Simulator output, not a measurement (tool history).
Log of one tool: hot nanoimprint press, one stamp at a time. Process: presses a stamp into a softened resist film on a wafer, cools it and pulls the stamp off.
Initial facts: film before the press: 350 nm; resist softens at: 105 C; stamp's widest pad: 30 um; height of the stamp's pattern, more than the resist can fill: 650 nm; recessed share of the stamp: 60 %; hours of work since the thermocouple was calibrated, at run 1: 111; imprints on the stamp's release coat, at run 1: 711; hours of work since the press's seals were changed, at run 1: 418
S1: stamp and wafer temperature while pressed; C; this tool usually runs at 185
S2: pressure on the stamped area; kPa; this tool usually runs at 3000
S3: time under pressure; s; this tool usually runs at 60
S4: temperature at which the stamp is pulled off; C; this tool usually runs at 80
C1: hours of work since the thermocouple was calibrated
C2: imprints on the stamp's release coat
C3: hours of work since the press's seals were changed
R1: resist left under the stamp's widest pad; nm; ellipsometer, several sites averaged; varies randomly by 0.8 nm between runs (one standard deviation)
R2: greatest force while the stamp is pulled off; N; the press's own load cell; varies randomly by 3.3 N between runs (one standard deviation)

run,hour,S1,S2,S3,S4,C1,C2,C3,R1,R2
1,0,185,3000,60,80,111,711,418,190,157
2,29.9,185,3000,60,80,131,845,438,190.3,162
3,55.6,185,3000,60,80,149,960,456,189.9,160
4,90.9,185,3000,60,80,174,1119,481,191,160
5,124.9,185,3000,60,80,198,1271,505,190.3,153
6,145.5,185,3000,60,80,212,1364,519,189.3,160
7,162.1,185,3000,60,80,224,1438,531,190.1,165
8,185.1,185,3000,60,80,240,1541,547,189.5,159
9,214.3,185,3000,60,86,260,1672,567,191.2,137
10,246.8,185,3000,60,86,283,1818,590,190.3,139
11,271.2,185,3000,60,86,300,1928,607,189.6,138
12,291.3,185,3000,60,86,314,2018,621,189.9,139
13,317.2,185,3000,60,86,332,2134,639,189.9,138
# hour 330.6: stamp cleaned and given a new release coat
14,342.5,185,3000,60,75,345,54,653,190.3,177
15,377.5,185,3000,60,75,370,211,677,189.9,184
16,411.1,185,2810,60,70,393,362,700,193.4,201
17,438.1,187,3180,60,80,412,483,719,173.3,160
18,456.5,187,3180,60,80,425,566,732,171.4,163
19,489.6,188,2050,60,69,448,714,755,196,197
# hour 496.7: plate thermocouple calibrated
20,530.7,185,3000,44,80,24,885,782,208.1,158
21,549.8,185,3000,44,80,37,971,795,209.1,161
22,567.9,185,3000,60,66,50,1052,808,187.5,222
# hour 586: gauge calibrated
23,591,185,3000,60,66,66,1156,824,191.9,214
24,612.8,194,2270,39,73,81,1254,839,185.8,191
25,632.3,194,4030,32,73,95,1341,853,158.1,182
26,662.8,191,3460,81,74,116,1478,874,129.2,188
27,696.1,185,3600,37,80,139,1627,897,210,158
28,726.5,185,1820,50,66,160,1764,919,237.2,211
29,756.7,185,4200,41,68,182,1900,940,193.2,208

For each entry between runs, how does the tool's hidden state at the last listed run before it compare with that at the first listed run after it?
In the gap between runs 13 and 14: stamp cleaned and given a new release coat (hour 330.6)
  grip of the stamp's worn release coat, % over a new coat's: 1.4 -> 0; drift of the gauge itself on residual_nm, %: -1.24 -> -1.32
  difference, measured minus the result without the unlogged condition, R1: -2.2 -> -2.4 nm
In the gap between runs 19 and 20: plate thermocouple calibrated (hour 496.7)
  true temperature over the reading, C: -0.02 -> -0.01; grip of the stamp's worn release coat, % over a new coat's: 0.5 -> 0.6; drift of the gauge itself on residual_nm, %: -1.89 -> -2.04
  difference, measured minus the result without the unlogged condition, R1: -3.6 -> -4.2 nm
In the gap between runs 22 and 23: gauge calibrated (hour 586)
  pressure that arrives at the usual setting, %: 99.91 -> 99.9; drift of the gauge itself on residual_nm, %: -2.19 -> -0.02
  difference, measured minus the result without the unlogged condition, R1: -4.1 -> +0.1 nm
